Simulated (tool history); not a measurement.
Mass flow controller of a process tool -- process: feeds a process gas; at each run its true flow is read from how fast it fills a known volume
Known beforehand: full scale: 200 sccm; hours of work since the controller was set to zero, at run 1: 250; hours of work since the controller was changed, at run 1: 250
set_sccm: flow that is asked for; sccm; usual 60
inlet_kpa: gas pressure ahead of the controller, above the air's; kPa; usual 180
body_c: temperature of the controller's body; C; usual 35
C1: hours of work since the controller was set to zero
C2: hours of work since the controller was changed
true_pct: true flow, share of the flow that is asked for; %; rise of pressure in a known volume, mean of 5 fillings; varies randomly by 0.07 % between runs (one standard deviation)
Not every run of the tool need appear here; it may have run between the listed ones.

Run 1, hour 0: usual settings; C1 250; C2 250. Result: true_pct 98.14 %.
Run 2, hour 77.1: usual settings; C1 294; C2 294. Result: true_pct 98.2 %.
Run 3, hour 118.6: usual settings but inlet_kpa 146 kPa; C1 318; C2 318. Result: true_pct 98.08 %.
Run 4, hour 182.5: usual settings but inlet_kpa 146 kPa; C1 356; C2 356. Result: true_pct 98.1 %.
Run 5, hour 225.4: usual settings but set_sccm 65 sccm, inlet_kpa 146 kPa; C1 381; C2 381. Result: true_pct 98.08 %.
Run 6, hour 308.1: usual settings but set_sccm 65 sccm, inlet_kpa 146 kPa; C1 429; C2 429. Result: true_pct 98.2 %.
Run 7, hour 387.8: usual settings; C1 475; C2 475. Result: true_pct 97.93 %.
Run 8, hour 464.7: usual settings; C1 520; C2 520. Result: true_pct 98.04 %.
Run 9, hour 535.2: usual settings; C1 561; C2 561. Result: true_pct 98.14 %.
Run 10, hour 624.9: usual settings but set_sccm 33 sccm; C1 613; C2 613. Result: true_pct 97.83 %.
Run 11, hour 709.2: usual settings but set_sccm 33 sccm; C1 662; C2 662. Result: true_pct 97.82 %.
Run 12, hour 802.1: usual settings but set_sccm 33 sccm; C1 716; C2 716. Result: true_pct 97.94 %.
Run 13, hour 890.5: usual settings but set_sccm 33 sccm; C1 767; C2 767. Result: true_pct 97.86 %.
Run 14, hour 942.7: usual settings but set_sccm 33 sccm; C1 797; C2 797. Result: true_pct 97.73 %.
Run 15, hour 1009.6: usual settings but set_sccm 33 sccm; C1 836; C2 836. Result: true_pct 97.91 %.
Run 16, hour 1059.6: usual settings but set_sccm 23 sccm, body_c 21 C; C1 865; C2 865. Result: true_pct 98.34 %.
Run 17, hour 1103.9: usual settings but set_sccm 155 sccm, inlet_kpa 241 kPa, body_c 30 C; C1 891; C2 891. Result: true_pct 99.4 %.
Run 18, hour 1155.1: usual settings but set_sccm 155 sccm, inlet_kpa 241 kPa, body_c 30 C; C1 921; C2 921. Result: true_pct 99.45 %.

What does the tool deliver on the next run?
Run 19, hour 1240.4: usual settings but set_sccm 155 sccm, inlet_kpa 241 kPa, body_c 30 C; C1 970; C2 970. Result: true_pct ?.

Run 19 yielded true_pct 99.52 %.
With the hidden condition absent and the run-to-run variation left alone, this run would have shown true_pct 99.51 %.
